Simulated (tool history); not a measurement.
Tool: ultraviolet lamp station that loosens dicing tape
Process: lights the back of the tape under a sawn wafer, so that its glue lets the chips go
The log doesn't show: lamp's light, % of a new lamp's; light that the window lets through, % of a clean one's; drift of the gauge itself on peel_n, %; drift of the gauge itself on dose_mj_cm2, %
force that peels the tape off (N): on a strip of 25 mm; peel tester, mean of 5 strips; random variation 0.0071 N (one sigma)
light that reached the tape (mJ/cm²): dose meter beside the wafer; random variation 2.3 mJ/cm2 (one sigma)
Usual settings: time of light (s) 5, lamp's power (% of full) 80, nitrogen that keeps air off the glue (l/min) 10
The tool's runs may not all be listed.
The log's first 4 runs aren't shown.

| run | day | time of light (s) | lamp's power (% of full) | nitrogen that keeps air off the glue (l/min) | hours of work of the lamp | hours of work since the window was cleaned | force that peels the tape off (N) | light that reached the tape (mJ/cm²) |
|---|---|---|---|---|---|---|---|---|
| 5 | 4.004 | 5 | 80 | 10 | 472 | 216 | 0.395 | 191 |
| 6 | 4.792 | 5 | 92 | 10 | 482 | 226 | 0.284 | 223 |
| 7 | 5.942 | 5 | 80 | 10 | 498 | 242 | 0.426 | 191 |
| 8 | 7.196 | 8 | 80 | 10 | 514 | 258 | 0.141 | 299 |
| 9 | 7.938 | 5 | 80 | 10 | 524 | 268 | 0.436 | 191 |
| 10 | 8.796 | 5 | 80 | 10 | 535 | 279 | 0.463 | 187 |
| 11 | 9.571 | 5 | 80 | 10 | 545 | 289 | 0.437 | 186 |
| 12 | 10.679 | 5 | 80 | 10 | 560 | 304 | 0.469 | 184 |
| 13 | 11.979 | 5 | 80 | 3 | 577 | 321 | 1.127 | 188 |
| 14 | 12.671 | 5 | 80 | 3 | 586 | 330 | 1.155 | 181 |
| 15 | 13.538 | 5 | 80 | 10 | 598 | 342 | 0.485 | 181 |
| 16 | 14.538 | 7 | 80 | 10 | 611 | 355 | 0.198 | 253 |
| 17 | 15.300 | 5 | 87 | 3 | 621 | 365 | 0.963 | 197 |
| 18 | 15.883 | 5 | 95 | 4 | 628 | 373 | 0.630 | 214 |
| 19 | 16.733 | 5 | 95 | 4 | 640 | 384 | 0.648 | 212 |
| 20 | 17.792 | 3 | 90 | 14 | 654 | 398 | 1.116 | 118 |
| 21 | 18.433 | 3 | 90 | 14 | 662 | 406 | 1.150 | 119 |
| 22 | 19.808 | 3 | 90 | 14 | 680 | 424 | 1.151 | 116 |
| 23 | 20.908 | 2 | 61 | 8 | 695 | 439 | 4.271 | 52 |

Run 24 comes next. What will it give?
| 24 | 22.288 | 2 | 94 | 9 | 713 | 457 | ? | ? |

Run 24 gave force that peels the tape off (N) 2.722, light that reached the tape (mJ/cm²) 81.
Without the tool's hidden state the same run would have given force that peels the tape off (N) 1.693, light that reached the tape (mJ/cm²) 109.

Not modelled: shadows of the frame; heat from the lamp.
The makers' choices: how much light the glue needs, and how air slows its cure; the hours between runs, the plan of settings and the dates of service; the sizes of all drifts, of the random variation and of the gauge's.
